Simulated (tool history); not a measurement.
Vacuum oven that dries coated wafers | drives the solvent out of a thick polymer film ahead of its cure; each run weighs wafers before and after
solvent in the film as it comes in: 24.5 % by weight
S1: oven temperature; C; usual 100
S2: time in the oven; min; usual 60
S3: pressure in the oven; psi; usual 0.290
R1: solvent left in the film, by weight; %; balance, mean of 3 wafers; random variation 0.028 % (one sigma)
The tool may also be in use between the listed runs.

Run 1, hour 0.0: usual settings. Result: R1 4.07 %.
Run 2, hour 41.7: usual settings but S1 95 C. Result: R1 5.80 %.
Run 3, hour 80.3: usual settings but S1 95 C. Result: R1 5.77 %.
Run 4, hour 112.5: usual settings but S1 95 C. Result: R1 5.77 %.
Run 5, hour 141.0: usual settings but S2 52 min. Result: R1 4.84 %.
Run 6, hour 168.9: usual settings but S2 52 min. Result: R1 4.83 %.
Run 7, hour 211.0: usual settings but S2 52 min. Result: R1 4.89 %.
Run 8, hour 237.9: usual settings but S2 52 min. Result: R1 4.89 %.
Run 9, hour 261.2: usual settings. Result: R1 4.07 %.
Run 10, hour 284.1: usual settings. Result: R1 4.09 %.
Run 11, hour 328.4: usual settings. Result: R1 4.09 %.
Run 12, hour 351.8: usual settings but S2 36 min. Result: R1 7.24 %.
Run 13, hour 373.3: usual settings. Result: R1 4.11 %.
Run 14, hour 412.2: usual settings but S3 0.197 psi. Result: R1 3.71 %.
Run 15, hour 437.9: usual settings but S3 0.197 psi. Result: R1 3.63 %.
Run 16, hour 466.4: usual settings but S3 0.197 psi. Result: R1 3.66 %.
Run 17, hour 494.3: usual settings but S3 0.197 psi. Result: R1 3.62 %.
Run 18, hour 518.3: usual settings but S3 0.197 psi. Result: R1 3.65 %.
Run 19, hour 555.0: usual settings. Result: R1 4.13 %.
Run 20, hour 585.9: usual settings. Result: R1 4.09 %.
Run 21, hour 609.3: usual settings but S1 97 C. Result: R1 5.05 %.
Run 22, hour 650.7: usual settings but S1 97 C, S2 47 min. Result: R1 6.62 %.
Run 23, hour 685.6: usual settings but S1 97 C, S2 47 min. Result: R1 6.57 %.
Run 24, hour 720.2: usual settings but S1 97 C, S2 47 min. Result: R1 6.54 %.
Run 25, hour 758.3: usual settings but S1 97 C, S2 84 min, S3 1.044 psi. Result: R1 7.78 %.
Run 26, hour 789.7: usual settings but S1 110 C, S3 0.445 psi. Result: R1 2.50 %.
Run 27, hour 820.9: usual settings but S1 89 C, S2 41 min, S3 0.721 psi. Result: R1 12.74 %.
Run 28, hour 844.7: usual settings but S1 87 C, S2 43 min, S3 0.350 psi. Result: R1 11.38 %.
Run 29, hour 877.9: usual settings but S1 97 C, S2 43 min, S3 0.247 psi. Result: R1 6.94 %.
Run 30, hour 913.9: usual settings but S2 75 min, S3 0.180 psi. Result: R1 2.59 %.
Run 31, hour 949.7: usual settings but S1 107 C, S3 0.184 psi. Result: R1 1.97 %.
Run 32, hour 985.6: usual settings but S1 95 C, S2 35 min, S3 0.213 psi. Result: R1 8.92 %.
At hour 1014.3: oven's thermocouples calibrated.
Run 33, hour 1014.3: usual settings but S1 112 C, S2 76 min, S3 0.419 psi. Result: R1 1.76 %.
Run 34, hour 1058.6: usual settings but S1 112 C, S2 76 min, S3 0.419 psi. Result: R1 1.74 %.
Run 35, hour 1081.2: usual settings but S1 112 C, S2 76 min, S3 0.318 psi. Result: R1 1.40 %.
Run 36, hour 1120.6: usual settings but S1 112 C, S2 76 min, S3 0.318 psi. Result: R1 1.37 %.
Run 37, hour 1162.0: usual settings but S1 95 C, S2 59 min. Result: R1 5.92 %.
Run 38, hour 1180.6: usual settings but S1 95 C, S2 59 min. Result: R1 5.82 %.
Run 39, hour 1201.1: usual settings but S1 106 C, S2 100 min, S3 0.170 psi. Result: R1 1.01 %.
Run 40, hour 1234.3: usual settings but S1 106 C, S2 100 min, S3 0.170 psi. Result: R1 1.00 %.
Run 41, hour 1275.5: usual settings but S1 102 C, S3 1.052 psi. Result: R1 7.19 %.
Run 42, hour 1300.7: usual settings but S1 102 C, S3 1.052 psi. Result: R1 7.21 %.
Run 43, hour 1343.3: usual settings but S1 110 C, S2 86 min, S3 0.648 psi. Result: R1 2.71 %.
Run 44, hour 1386.1: usual settings but S1 110 C, S2 86 min, S3 0.648 psi. Result: R1 2.73 %.
Run 45, hour 1424.1: usual settings but S1 110 C, S2 86 min, S3 0.648 psi. Result: R1 2.75 %.
Run 46, hour 1465.9: usual settings but S1 89 C, S3 1.110 psi. Result: R1 13.16 %.
Run 47, hour 1501.2: usual settings but S1 89 C, S2 67 min, S3 0.547 psi. Result: R1 8.96 %.

Forecast each of these 4 alternatives for the next run:
Run A, hour 1534.4: usual settings but S1 87 C, S2 41 min, S3 0.644 psi. Result: R1 ?.
Run B, hour 1534.4: usual settings but S1 89 C, S2 50 min, S3 0.299 psi. Result: R1 ?.
Run C, hour 1534.4: usual settings but S1 95 C, S2 61 min, S3 0.170 psi. Result: R1 ?.
Run D, hour 1534.4: usual settings but S1 94 C, S2 35 min. Result: R1 ?.

run     R1
  A  13.27
  B   9.35
  C   5.04
  D   9.58
Without the tool's hidden state the same runs would have given:
run     R1
  A  13.26
  B   9.34
  C   5.03
  D   9.58
